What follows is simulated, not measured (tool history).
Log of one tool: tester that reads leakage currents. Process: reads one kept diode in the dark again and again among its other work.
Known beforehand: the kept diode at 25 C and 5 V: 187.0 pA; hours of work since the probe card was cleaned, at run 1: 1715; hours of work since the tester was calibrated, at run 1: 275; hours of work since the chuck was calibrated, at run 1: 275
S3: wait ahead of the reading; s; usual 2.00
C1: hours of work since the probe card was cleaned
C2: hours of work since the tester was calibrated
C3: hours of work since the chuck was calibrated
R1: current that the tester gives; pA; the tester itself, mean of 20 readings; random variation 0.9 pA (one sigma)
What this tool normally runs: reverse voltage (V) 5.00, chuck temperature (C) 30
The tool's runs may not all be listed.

run 1 day=0.000 | reverse_voltage_(V)=5.00 chuck_temperature_(C)=30 S3=2.00 | C1=1715 C2=275 C3=275 | R1=302.87
run 2 day=5.217 | reverse_voltage_(V)=2.08 chuck_temperature_(C)=30 S3=2.00 | C1=1813 C2=373 C3=373 | R1=202.38
run 3 day=16.546 | reverse_voltage_(V)=2.08 chuck_temperature_(C)=30 S3=2.00 | C1=2025 C2=585 C3=585 | R1=202.60
-- day=20.312 chuck's temperature calibrated
run 4 day=27.475 | reverse_voltage_(V)=2.08 chuck_temperature_(C)=30 S3=2.00 | C1=2228 C2=789 C3=134 | R1=203.19
run 5 day=38.167 | reverse_voltage_(V)=2.08 chuck_temperature_(C)=30 S3=2.51 | C1=2429 C2=989 C3=335 | R1=202.21
run 6 day=48.692 | reverse_voltage_(V)=2.08 chuck_temperature_(C)=30 S3=2.51 | C1=2626 C2=1186 C3=532 | R1=203.84
-- day=54.821 chuck's temperature calibrated
run 7 day=59.875 | reverse_voltage_(V)=2.08 chuck_temperature_(C)=30 S3=2.51 | C1=2834 C2=1395 C3=95 | R1=203.52
run 8 day=69.325 | reverse_voltage_(V)=8.69 chuck_temperature_(C)=30 S3=2.51 | C1=3012 C2=1572 C3=272 | R1=386.01
run 9 day=77.212 | reverse_voltage_(V)=11.36 chuck_temperature_(C)=30 S3=2.00 | C1=3159 C2=1720 C3=420 | R1=436.37
-- day=82.129 probe card cleaned and baked
run 10 day=83.138 | reverse_voltage_(V)=5.00 chuck_temperature_(C)=30 S3=2.00 | C1=19 C2=1828 C3=529 | R1=300.49
-- day=89.350 chuck's temperature calibrated
run 11 day=93.438 | reverse_voltage_(V)=5.00 chuck_temperature_(C)=30 S3=2.00 | C1=210 C2=2020 C3=77 | R1=302.45
run 12 day=100.679 | reverse_voltage_(V)=5.00 chuck_temperature_(C)=30 S3=2.00 | C1=346 C2=2156 C3=212 | R1=302.01
run 13 day=108.604 | reverse_voltage_(V)=5.00 chuck_temperature_(C)=30 S3=2.00 | C1=495 C2=2304 C3=361 | R1=301.61
run 14 day=114.808 | reverse_voltage_(V)=5.00 chuck_temperature_(C)=30 S3=2.00 | C1=611 C2=2421 C3=477 | R1=301.73
run 15 day=122.700 | reverse_voltage_(V)=5.00 chuck_temperature_(C)=30 S3=2.00 | C1=759 C2=2569 C3=625 | R1=301.80
-- day=123.850 chuck's temperature calibrated
run 16 day=129.375 | reverse_voltage_(V)=5.00 chuck_temperature_(C)=29 S3=2.00 | C1=883 C2=2692 C3=104 | R1=273.57
run 17 day=140.804 | reverse_voltage_(V)=5.00 chuck_temperature_(C)=29 S3=2.00 | C1=1097 C2=2906 C3=318 | R1=274.52
run 18 day=146.233 | reverse_voltage_(V)=2.80 chuck_temperature_(C)=57 S3=3.74 | C1=1199 C2=3008 C3=420 | R1=2326.09
run 19 day=155.854 | reverse_voltage_(V)=13.63 chuck_temperature_(C)=49 S3=3.74 | C1=1379 C2=3189 C3=600 | R1=2485.62
-- day=158.433 chuck's temperature calibrated
run 20 day=167.612 | reverse_voltage_(V)=13.63 chuck_temperature_(C)=49 S3=3.74 | C1=1598 C2=3408 C3=172 | R1=2480.86
run 21 day=177.675 | reverse_voltage_(V)=13.63 chuck_temperature_(C)=49 S3=3.74 | C1=1787 C2=3596 C3=361 | R1=2494.52
-- day=186.196 tester calibrated
run 22 day=186.550 | reverse_voltage_(V)=5.84 chuck_temperature_(C)=43 S3=3.59 | C1=1952 C2=7 C3=526 | R1=1024.39
-- day=193.100 chuck's temperature calibrated
run 23 day=193.100 | reverse_voltage_(V)=2.20 chuck_temperature_(C)=21 S3=4.42 | C1=2073 C2=128 C3=0 | R1=88.19
run 24 day=204.554 | reverse_voltage_(V)=2.80 chuck_temperature_(C)=26 S3=1.53 | C1=2288 C2=343 C3=215 | R1=159.49
run 25 day=212.592 | reverse_voltage_(V)=2.80 chuck_temperature_(C)=26 S3=1.53 | C1=2438 C2=493 C3=365 | R1=158.62
run 26 day=221.871 | reverse_voltage_(V)=1.34 chuck_temperature_(C)=43 S3=1.53 | C1=2612 C2=667 C3=539 | R1=532.19
-- day=227.629 chuck's temperature calibrated
run 27 day=227.629 | reverse_voltage_(V)=1.34 chuck_temperature_(C)=43 S3=1.53 | C1=2719 C2=774 C3=0 | R1=529.24
run 28 day=235.292 | reverse_voltage_(V)=1.34 chuck_temperature_(C)=43 S3=1.53 | C1=2862 C2=917 C3=144 | R1=532.53
run 29 day=242.054 | reverse_voltage_(V)=5.00 chuck_temperature_(C)=30 S3=2.17 | C1=2989 C2=1044 C3=270 | R1=300.59
run 30 day=251.996 | reverse_voltage_(V)=5.00 chuck_temperature_(C)=30 S3=2.17 | C1=3175 C2=1231 C3=457 | R1=301.05
-- day=255.342 probe card cleaned and baked
run 31 day=261.754 | reverse_voltage_(V)=5.00 chuck_temperature_(C)=57 S3=3.71 | C1=120 C2=1411 C3=637 | R1=3017.06

Forecast each of these 5 alternatives for the next run:
-- day=262.496 chuck's temperature calibrated
run A day=268.242 | reverse_voltage_(V)=7.32 chuck_temperature_(C)=30 S3=1.71 | C1=240 C2=1531 C3=108 | R1=?
-- day=262.496 chuck's temperature calibrated
run B day=268.242 | reverse_voltage_(V)=5.00 chuck_temperature_(C)=52 S3=0.43 | C1=240 C2=1531 C3=108 | R1=?
-- day=262.496 chuck's temperature calibrated
run C day=268.242 | reverse_voltage_(V)=9.77 chuck_temperature_(C)=30 S3=2.00 | C1=240 C2=1531 C3=108 | R1=?
-- day=262.496 chuck's temperature calibrated
run D day=268.242 | reverse_voltage_(V)=4.90 chuck_temperature_(C)=57 S3=3.71 | C1=240 C2=1531 C3=108 | R1=?
-- day=262.496 chuck's temperature calibrated
run E day=268.242 | reverse_voltage_(V)=8.43 chuck_temperature_(C)=41 S3=0.66 | C1=240 C2=1531 C3=108 | R1=?

run=A R1=355.77
run=B R1=2025.43
run=C R1=407.27
run=D R1=2999.59
run=E R1=1024.58
With no hidden state in the tool, these same runs would have given:
run=A R1=355.86
run=B R1=2025.88
run=C R1=407.37
run=D R1=3000.24
run=E R1=1024.82

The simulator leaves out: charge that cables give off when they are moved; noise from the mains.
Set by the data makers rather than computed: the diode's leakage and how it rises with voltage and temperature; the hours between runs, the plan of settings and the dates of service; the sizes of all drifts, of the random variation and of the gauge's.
